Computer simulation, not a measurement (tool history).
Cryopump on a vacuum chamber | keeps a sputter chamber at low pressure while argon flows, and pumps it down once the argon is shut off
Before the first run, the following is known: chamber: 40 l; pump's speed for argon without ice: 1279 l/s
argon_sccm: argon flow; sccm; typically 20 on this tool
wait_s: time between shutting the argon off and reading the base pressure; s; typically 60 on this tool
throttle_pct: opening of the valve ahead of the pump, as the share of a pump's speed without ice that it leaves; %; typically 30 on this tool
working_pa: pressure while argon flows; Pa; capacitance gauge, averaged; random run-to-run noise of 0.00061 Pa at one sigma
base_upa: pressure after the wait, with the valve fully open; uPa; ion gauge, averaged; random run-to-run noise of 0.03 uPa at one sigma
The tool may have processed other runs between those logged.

run   hour  argon_sccm  wait_s  throttle_pct  working_pa  base_upa
  1    0.0          20      60            30      0.0881      3.05
  2   66.7          20      60            30      0.0889      3.01
  3  140.0          20      60            30      0.0894      3.14
  4  199.6          20      60            30      0.0905      3.28
  5  234.0          14      60            30      0.0630      3.23
  6  297.0          14      54            16      0.1177      3.49
  7  350.5          14      54            16      0.1179      3.59
  8  398.9          16      30            27      0.0818      4.69
  9  461.5          16      30            27      0.0824      4.76
 10  527.5          16      30            27      0.0829      4.81

Alternative continuations, all from the tool just after run 10; predict every row:
  A  580.8          20      53            22           ?         ?
  B  580.8           9      52            27           ?         ?
  C  580.8          16      32            27           ?         ?
  D  580.8          28      41            27           ?         ?

run  working_pa  base_upa
  A      0.1256      3.76
  B      0.0475      3.95
  C      0.0839      4.75
  D      0.1461      4.20
Take away the tool's hidden state, keep each run's random variation, and the runs would have read:
run  working_pa  base_upa
  A      0.1195      1.62
  B      0.0448      1.73
  C      0.0791      2.58
  D      0.1375      2.06
